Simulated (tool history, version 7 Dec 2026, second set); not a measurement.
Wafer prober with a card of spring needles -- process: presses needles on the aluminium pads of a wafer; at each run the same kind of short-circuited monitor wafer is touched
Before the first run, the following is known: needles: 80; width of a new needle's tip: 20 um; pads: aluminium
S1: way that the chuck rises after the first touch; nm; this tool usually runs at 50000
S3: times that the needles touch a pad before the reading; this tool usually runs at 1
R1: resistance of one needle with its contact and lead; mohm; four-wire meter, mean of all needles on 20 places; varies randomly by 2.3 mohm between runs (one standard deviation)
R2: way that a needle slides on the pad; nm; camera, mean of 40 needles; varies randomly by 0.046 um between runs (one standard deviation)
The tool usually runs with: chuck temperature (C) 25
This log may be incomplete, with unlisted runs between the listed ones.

run 1 hour=0.0 | S1=50000 chuck_temperature_(C)=25 S3=1 | R1=256 R2=10090
run 2 hour=9.8 | S1=50000 chuck_temperature_(C)=25 S3=1 | R1=260 R2=10010
-- hour=15.6 tips cleaned on abrasive film
run 3 hour=17.5 | S1=50000 chuck_temperature_(C)=25 S3=1 | R1=259 R2=10000
run 4 hour=27.4 | S1=50000 chuck_temperature_(C)=25 S3=1 | R1=258 R2=9940
-- hour=31.5 tips cleaned on abrasive film
run 5 hour=34.7 | S1=50000 chuck_temperature_(C)=25 S3=1 | R1=259 R2=9920
run 6 hour=41.1 | S1=60000 chuck_temperature_(C)=25 S3=1 | R1=253 R2=11890
-- hour=47.1 tips cleaned on abrasive film
run 7 hour=52.2 | S1=60000 chuck_temperature_(C)=25 S3=1 | R1=251 R2=11990
run 8 hour=58.2 | S1=60000 chuck_temperature_(C)=25 S3=1 | R1=254 R2=11850
-- hour=63.0 tips cleaned on abrasive film
run 9 hour=66.5 | S1=60000 chuck_temperature_(C)=25 S3=1 | R1=257 R2=11870
run 10 hour=76.1 | S1=54000 chuck_temperature_(C)=25 S3=1 | R1=257 R2=10690
-- hour=78.7 tips cleaned on abrasive film
run 11 hour=81.8 | S1=50000 chuck_temperature_(C)=77 S3=1 | R1=271 R2=9840
run 12 hour=86.7 | S1=50000 chuck_temperature_(C)=25 S3=1 | R1=257 R2=9840
-- hour=94.4 tips cleaned on abrasive film
run 13 hour=97.9 | S1=50000 chuck_temperature_(C)=25 S3=1 | R1=253 R2=9820
run 14 hour=106.3 | S1=50000 chuck_temperature_(C)=25 S3=1 | R1=258 R2=9830
-- hour=110.5 tips cleaned on abrasive film
run 15 hour=117.3 | S1=50000 chuck_temperature_(C)=25 S3=1 | R1=258 R2=9880
run 16 hour=121.9 | S1=50000 chuck_temperature_(C)=25 S3=1 | R1=257 R2=9720
-- hour=126.1 tips cleaned on abrasive film
run 17 hour=126.6 | S1=50000 chuck_temperature_(C)=25 S3=1 | R1=257 R2=9800
-- hour=132.2 gauge calibrated
run 18 hour=132.2 | S1=50000 chuck_temperature_(C)=25 S3=1 | R1=255 R2=10110
run 19 hour=138.6 | S1=50000 chuck_temperature_(C)=25 S3=1 | R1=259 R2=10040
-- hour=141.9 tips cleaned on abrasive film
run 20 hour=147.3 | S1=50000 chuck_temperature_(C)=108 S3=2 | R1=278 R2=10060
run 21 hour=155.8 | S1=50000 chuck_temperature_(C)=117 S3=2 | R1=281 R2=9990
-- hour=157.8 tips cleaned on abrasive film
run 22 hour=162.8 | S1=50000 chuck_temperature_(C)=117 S3=2 | R1=281 R2=10000
run 23 hour=170.8 | S1=32000 chuck_temperature_(C)=46 S3=3 | R1=276 R2=6420
-- hour=173.4 tips cleaned on abrasive film
run 24 hour=178.5 | S1=55000 chuck_temperature_(C)=29 S3=2 | R1=261 R2=10960
run 25 hour=188.3 | S1=48000 chuck_temperature_(C)=25 S3=1 | R1=261 R2=9600
-- hour=189.0 tips cleaned on abrasive film
run 26 hour=193.4 | S1=48000 chuck_temperature_(C)=25 S3=1 | R1=261 R2=9560
run 27 hour=198.1 | S1=57000 chuck_temperature_(C)=108 S3=1 | R1=278 R2=11240
-- hour=204.6 tips cleaned on abrasive film
run 28 hour=208.5 | S1=40000 chuck_temperature_(C)=108 S3=1 | R1=286 R2=7900
run 29 hour=216.1 | S1=36000 chuck_temperature_(C)=108 S3=1 | R1=291 R2=7060
-- hour=220.3 tips cleaned on abrasive film
run 30 hour=223.6 | S1=36000 chuck_temperature_(C)=108 S3=1 | R1=289 R2=7090
run 31 hour=230.2 | S1=50000 chuck_temperature_(C)=37 S3=2 | R1=260 R2=9820
run 32 hour=234.9 | S1=50000 chuck_temperature_(C)=37 S3=2 | R1=261 R2=9870
-- hour=235.9 tips cleaned on abrasive film
run 33 hour=239.5 | S1=33000 chuck_temperature_(C)=25 S3=2 | R1=268 R2=6500
run 34 hour=244.5 | S1=33000 chuck_temperature_(C)=25 S3=2 | R1=266 R2=6480

Measured less the same run without the tool's hidden state. The same run-to-run variation is in both; the gauge's scatter may not be:
What the log doesn't record here: debris on the tips, nm; way that the needles fall short of the set height, um; tips' diameter, um; drift of the gauge itself on contact_mohm, %; drift of the gauge itself on scrub_um, %.
run=1 R2=+0
run=2 R2=-20
run=3 R2=-40
run=4 R2=-60
run=5 R2=-80
run=6 R2=-100
run=7 R2=-140
run=8 R2=-160
run=9 R2=-180
run=10 R2=-180
run=11 R2=-180
run=12 R2=-190
run=13 R2=-210
run=14 R2=-230
run=15 R2=-260
run=16 R2=-260
run=17 R2=-280
run=18 R2=+0
run=19 R2=-10
run=20 R2=-30
run=21 R2=-50
run=22 R2=-70
run=23 R2=-60
run=24 R2=-110
run=25 R2=-120
run=26 R2=-130
run=27 R2=-160
run=28 R2=-130
run=29 R2=-130
run=30 R2=-140
run=31 R2=-210
run=32 R2=-220
run=33 R2=-150
run=34 R2=-170
For R1, the value without the hidden state is never more than 1 mohm from the measured value.
